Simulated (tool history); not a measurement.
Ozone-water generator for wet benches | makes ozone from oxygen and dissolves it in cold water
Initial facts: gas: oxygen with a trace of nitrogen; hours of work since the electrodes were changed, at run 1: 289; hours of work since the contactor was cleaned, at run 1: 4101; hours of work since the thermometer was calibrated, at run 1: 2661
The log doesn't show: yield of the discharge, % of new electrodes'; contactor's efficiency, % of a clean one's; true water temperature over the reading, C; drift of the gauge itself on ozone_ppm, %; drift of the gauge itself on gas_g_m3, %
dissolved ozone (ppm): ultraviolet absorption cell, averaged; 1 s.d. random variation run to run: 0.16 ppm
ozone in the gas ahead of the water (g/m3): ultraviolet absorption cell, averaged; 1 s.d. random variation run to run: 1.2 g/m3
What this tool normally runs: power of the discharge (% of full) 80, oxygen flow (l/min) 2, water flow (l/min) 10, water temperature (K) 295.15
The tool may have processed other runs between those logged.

run,hour,power of the discharge (% of full),oxygen flow (l/min),water flow (l/min),water temperature (K),hours of work since the electrodes were changed,hours of work since the contactor was cleaned,hours of work since the thermometer was calibrated,dissolved ozone (ppm),ozone in the gas ahead of the water (g/m3)
1,0,80,2,10,295.15,289,4101,2661,20.2,211.6
2,46.4,80,2,10,295.15,332,4144,2704,19.9,212.4
3,72,80,2,10,295.15,356,4168,2728,19.9,211.9
4,115.5,80,2,7,295.15,396,4209,2768,25.4,213.3
5,142.9,80,2.84,7,295.15,422,4234,2793,24.4,175.5
6,172.7,80,2,10,295.15,449,4262,2821,20.1,215.1
7,229.5,80,2,10,295.15,502,4315,2874,20,214
8,265.6,80,2,10,295.15,536,4348,2907,19.6,215.6
9,306.4,80,2,10,297.15,573,4386,2945,19.6,216.3
10,356.4,80,2,10,297.15,620,4432,2992,19.3,214.2
11,415.1,80,2,10,297.15,674,4487,3046,19.5,217.5
12,470.3,80,2,11,295.15,726,4538,3098,18.7,217.7
13,519.4,80,2,11,295.15,771,4584,3143,18.5,216
14,573.8,80,2,11,295.15,822,4634,3194,19,216.8
# hour 576.8: gauge calibrated
15,617.9,80,2,11,295.15,863,4675,3235,18.6,214
16,656.1,80,2.49,11,295.15,898,4711,3270,18.8,189.1
17,706.2,80,2.49,11,295.15,945,4757,3317,18.6,190.4
18,738.3,80,2.49,14,290.15,975,4787,3346,16.6,189.6
19,774.9,44,2.5,14,290.15,1009,4821,3380,11.4,129.7
20,800.6,80,2,8,295.15,1032,4845,3404,23.5,213.5
21,858.8,80,2,8,295.15,1087,4899,3458,23.4,214.8
22,889.2,80,2,8,295.15,1115,4927,3487,23.2,215.6
23,935.6,60,2.68,11,302.15,1158,4970,3530,13.9,152.3
24,995.4,81,2.75,13,302.15,1213,5026,3585,15,180.8
25,1047.2,81,2.75,13,302.15,1262,5074,3633,15.4,183.8
26,1082.4,80,2,10,301.15,1294,5107,3666,18.2,215.1
27,1112,89,1.08,10,298.15,1322,5134,3693,19.5,326.4
28,1166.1,89,1.08,10,298.15,1372,5184,3744,19.5,325.8
29,1209.8,80,1.05,10,294.15,1413,5225,3784,18.7,310.5
30,1267.8,76,2.54,10,295.15,1466,5279,3838,19.6,184.5
31,1303.5,76,2.54,10,295.15,1499,5312,3871,19.3,185.8
32,1341.3,76,2.54,10,295.15,1535,5347,3906,19,188.1
33,1368.2,45,2.65,15,292.15,1560,5372,3931,10.8,131.9

Alternative continuations, all from the tool just after run 33; predict every row:
# hour 1406.6: contactor cleaned
A,1420.2,45,1.9,9,290.15,1604,13,3976,?,?
# hour 1406.6: contactor cleaned
B,1420.2,73,2.65,15,292.15,1604,13,3976,?,?
# hour 1406.6: contactor cleaned
C,1420.2,91,1.04,10,295.15,1604,13,3976,?,?

run,dissolved ozone (ppm),ozone in the gas ahead of the water (g/m3)
A,15.9,156.3
B,14.8,178.4
C,19.9,343.7
Without the tool's unlogged condition, the same runs would have read:
run,dissolved ozone (ppm),ozone in the gas ahead of the water (g/m3)
A,15.9,150.3
B,14.8,171.5
C,19.9,330.4
